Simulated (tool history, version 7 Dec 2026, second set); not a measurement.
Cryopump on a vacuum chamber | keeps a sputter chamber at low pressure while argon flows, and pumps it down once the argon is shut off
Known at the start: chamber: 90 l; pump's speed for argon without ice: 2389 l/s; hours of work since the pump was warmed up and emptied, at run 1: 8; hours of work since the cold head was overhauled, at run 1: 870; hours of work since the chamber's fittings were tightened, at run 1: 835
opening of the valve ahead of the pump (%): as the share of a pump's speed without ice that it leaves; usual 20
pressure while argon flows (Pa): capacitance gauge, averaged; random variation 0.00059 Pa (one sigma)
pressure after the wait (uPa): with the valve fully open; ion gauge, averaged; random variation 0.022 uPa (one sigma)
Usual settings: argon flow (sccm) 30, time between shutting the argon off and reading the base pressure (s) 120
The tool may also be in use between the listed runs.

run	hour	argon flow (sccm)	time between shutting the argon off and reading the base pressure (s)	opening of the valve ahead of the pump (%)	hours of work since the pump was warmed up and emptied	hours of work since the cold head was overhauled	hours of work since the chamber's fittings were tightened	pressure while argon flows (Pa)	pressure after the wait (uPa)
1	0	30	120	20	8	870	835	0.1066	0.76
2	21.7	30	120	20	25	888	852	0.1062	0.7
3	45.3	30	120	20	44	907	871	0.1061	0.81
4	70.3	30	120	20	65	927	891	0.1072	0.81
5	96.4	30	120	20	86	948	912	0.1073	0.74
6	123.4	30	120	20	107	970	934	0.1072	0.76
7	154.8	30	120	20	133	996	960	0.1071	0.86
8	181	30	120	37	154	1017	981	0.0589	0.8
9	196.6	30	120	37	167	1029	993	0.0579	0.8
10	231.7	30	120	37	195	1058	1022	0.0583	0.81
11	256	30	120	37	215	1077	1041	0.0581	0.77
12	281.4	30	120	20	235	1098	1062	0.1065	0.83
13	307.6	30	120	20	256	1119	1083	0.1077	0.86
14	343.9	30	120	20	286	1148	1112	0.1075	0.84
15	358.6	30	120	20	298	1160	1124	0.1071	0.83
16	383.2	30	120	20	317	1180	1144	0.1074	0.86
17	408	30	120	20	337	1200	1164	0.1068	0.86
18	439	30	120	20	362	1225	1189	0.1082	0.86
19	472.1	57	290	20	389	1252	1216	0.2044	0.64
20	487.2	49	98	16	401	1264	1228	0.2202	0.96
21	521.6	49	98	16	429	1292	1256	0.2207	1
22	540.5	18	84	20	444	1307	1271	0.0642	1.08
23	569.5	31	77	20	468	1331	1295	0.1115	1.17
24	597.3	17	120	20	490	1353	1317	0.0618	0.89
25	613.1	23	120	42	503	1366	1330	0.0407	0.93
26	638.7	30	51	51	524	1387	1351	0.0446	1.55
27	670.5	19	23	27	550	1412	1376	0.0519	2.7
28	694.9	20	122	18	569	1432	1396	0.0802	0.95
29	719.5	13	70	17	589	1452	1416	0.0558	1.28
30	738.9	50	109	17	605	1468	1432	0.213	1.05
31	754	19	99	56	617	1480	1444	0.0264	1.05
32	772.7	59	33	31	632	1495	1459	0.1405	2.15
33	790.5	21	49	55	647	1509	1473	0.0293	1.55
34	820.7	21	49	55	671	1534	1498	0.0289	1.6

The next listed run, before its measurement:
35	847.6	24	94	19	693	1555	1519	?	?

pressure while argon flows (Pa): 0.0926
pressure after the wait (uPa): 1.07
Without the tool's hidden state the same run would have given pressure while argon flows (Pa) 0.0901, pressure after the wait (uPa) 0.63.
